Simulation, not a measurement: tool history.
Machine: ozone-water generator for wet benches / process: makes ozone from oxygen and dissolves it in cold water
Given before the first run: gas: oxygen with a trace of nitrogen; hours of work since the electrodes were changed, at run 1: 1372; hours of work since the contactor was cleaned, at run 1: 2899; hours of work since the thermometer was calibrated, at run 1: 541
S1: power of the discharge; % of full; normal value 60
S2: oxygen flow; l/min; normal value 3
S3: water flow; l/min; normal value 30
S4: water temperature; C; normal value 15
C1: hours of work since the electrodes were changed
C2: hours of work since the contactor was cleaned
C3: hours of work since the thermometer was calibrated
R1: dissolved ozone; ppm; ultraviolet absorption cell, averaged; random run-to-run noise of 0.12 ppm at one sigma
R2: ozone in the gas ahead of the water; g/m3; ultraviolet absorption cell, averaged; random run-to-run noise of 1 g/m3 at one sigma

| run | hour | S1 | S2 | S3 | S4 | C1 | C2 | C3 | R1 | R2 |
|---|---|---|---|---|---|---|---|---|---|---|
| 1 | 0 | 60 | 3 | 30 | 15 | 1372 | 2899 | 541 | 10.6 | 178.9 |
| 2 | 81.3 | 45 | 3 | 30 | 15 | 1442 | 2968 | 610 | 9.3 | 154.4 |
| 3 | 138.5 | 45 | 3 | 30 | 15 | 1491 | 3017 | 659 | 9.2 | 154.6 |
| 4 | 199.9 | 45 | 3 | 30 | 15 | 1543 | 3070 | 711 | 9.3 | 155.7 |
| 5 | 266 | 45 | 3 | 30 | 15 | 1600 | 3126 | 768 | 9.1 | 156.1 |
| 6 | 331.9 | 45 | 3 | 30 | 15 | 1656 | 3183 | 824 | 9.4 | 157.2 |
| 7 | 391.8 | 45 | 3 | 30 | 15 | 1707 | 3234 | 875 | 9.2 | 155.9 |
| 8 | 451.3 | 45 | 3 | 30 | 15 | 1758 | 3285 | 926 | 9.1 | 155.6 |
| 9 | 518.8 | 45 | 2.1 | 30 | 15 | 1816 | 3342 | 984 | 8.6 | 188.8 |
| 10 | 561.5 | 60 | 3 | 30 | 15 | 1852 | 3379 | 1020 | 10.4 | 179.5 |
| 11 | 638.9 | 60 | 3 | 30 | 15 | 1918 | 3445 | 1086 | 10.9 | 179.6 |
| 12 | 721.7 | 60 | 4.36 | 30 | 15 | 1989 | 3515 | 1157 | 11.3 | 145.8 |
| 13 | 800.5 | 60 | 3 | 30 | 15 | 2056 | 3583 | 1224 | 11 | 180.5 |
| 14 | 885.1 | 60 | 3 | 30 | 15 | 2129 | 3655 | 1297 | 10.9 | 182.9 |
| 15 | 941.2 | 60 | 3 | 30 | 15 | 2176 | 3703 | 1345 | 10.8 | 179.3 |
| 16 | 988.9 | 60 | 2.03 | 30 | 15 | 2217 | 3744 | 1385 | 9.7 | 226.5 |
| 17 | 1035.3 | 60 | 2.93 | 30 | 17 | 2257 | 3783 | 1425 | 10.5 | 185.4 |
| 18 | 1113.1 | 60 | 2.93 | 30 | 17 | 2323 | 3850 | 1491 | 10.5 | 183.3 |
| 19 | 1164 | 60 | 1.51 | 21 | 14 | 2367 | 3893 | 1535 | 12.6 | 265.1 |
| 20 | 1222.1 | 60 | 1.51 | 21 | 14 | 2416 | 3943 | 1585 | 12.7 | 263.9 |
| 21 | 1265.6 | 68 | 3.55 | 20 | 7 | 2454 | 3980 | 1622 | 17.8 | 175.7 |
| 22 | 1340.9 | 68 | 3.55 | 33 | 10 | 2518 | 4045 | 1686 | 11.1 | 177.2 |
| 23 | 1414 | 68 | 3.55 | 33 | 10 | 2580 | 4107 | 1749 | 11.2 | 179.3 |
| 24 | 1478.5 | 66 | 3.55 | 48 | 10 | 2635 | 4162 | 1804 | 7.6 | 175.4 |
| 25 | 1522.1 | 66 | 3.55 | 24 | 11 | 2673 | 4199 | 1841 | 14.8 | 174.7 |
| 26 | 1605.6 | 60 | 3.84 | 26 | 15 | 2744 | 4271 | 1912 | 12.8 | 160 |
| 27 | 1655.6 | 60 | 3.84 | 26 | 15 | 2787 | 4313 | 1955 | 12.7 | 158.8 |
|  | 1715.5 | contactor cleaned |
| 28 | 1721 | 60 | 3.11 | 26 | 8 | 2839 | 5 | 2007 | 12.9 | 178.5 |
| 29 | 1761.8 | 89 | 3.11 | 26 | 7 | 2874 | 40 | 2042 | 16 | 221.2 |
| 30 | 1850.4 | 50 | 1.59 | 21 | 17 | 2950 | 115 | 2118 | 11.6 | 237.2 |

For each run, the measured value with the value that run would have given without the tool's hidden condition subtracted. The run-to-run variation is shared by both, the gauge scatter possibly not:
What the log doesn't record here: yield of the discharge, % of new electrodes'; contactor's efficiency, % of a clean one's; true water temperature over the reading, C; drift of the gauge itself on ozone_ppm, %; drift of the gauge itself on gas_g_m3, %.
| run | R2 |
|---|---|
| 1 | +0 |
| 2 | +0.1 |
| 3 | +0.2 |
| 4 | +0.4 |
| 5 | +0.5 |
| 6 | +0.6 |
| 7 | +0.8 |
| 8 | +0.9 |
| 9 | +1.2 |
| 10 | +1.3 |
| 11 | +1.4 |
| 12 | +1.3 |
| 13 | +1.9 |
| 14 | +2.1 |
| 15 | +2.2 |
| 16 | +2.8 |
| 17 | +2.5 |
| 18 | +2.6 |
| 19 | +4 |
| 20 | +4.2 |
| 21 | +2.9 |
| 22 | +3 |
| 23 | +3.3 |
| 24 | +3.3 |
| 25 | +3.4 |
| 26 | +3.3 |
| 27 | +3.4 |
| 28 | +3.9 |
| 29 | +4.9 |
| 30 | +5.7 |
R1: differs from the measured result by no more than 0.1 ppm in any run.
